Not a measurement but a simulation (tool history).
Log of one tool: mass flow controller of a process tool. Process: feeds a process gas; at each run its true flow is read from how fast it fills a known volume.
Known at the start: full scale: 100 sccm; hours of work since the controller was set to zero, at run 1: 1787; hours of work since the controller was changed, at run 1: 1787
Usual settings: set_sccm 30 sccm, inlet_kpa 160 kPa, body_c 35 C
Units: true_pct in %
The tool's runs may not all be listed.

run	hour	set_sccm	inlet_kpa	body_c	hours of work since the controller was set to zero	hours of work since the controller was changed	true_pct
1	0.0	30	160	35	1787	1787	98.04
2	120.7	30	160	35	1876	1876	98.13
3	195.6	30	160	35	1931	1931	98.09
4	335.0	30	160	35	2033	2033	98.21
5	473.6	30	160	35	2135	2135	98.13
6	567.9	30	160	35	2204	2204	98.18
7	681.0	47	184	35	2287	2287	98.52
8	760.5	14	214	24	2346	2346	97.94
9	931.6	95	214	36	2471	2471	99.47
10	1098.0	30	160	33	2593	2593	98.37

3 ways to go on from here, each from the tool as it stands after run 10. What would each give?
A	1265.4	30	160	28	2716	2716	?
B	1265.4	30	186	33	2716	2716	?
C	1265.4	13	155	25	2716	2716	?

run	true_pct
A	98.69
B	98.24
C	98.32
Without the tool's hidden state the same runs would have given:
run	true_pct
A	98.44
B	97.99
C	98.07
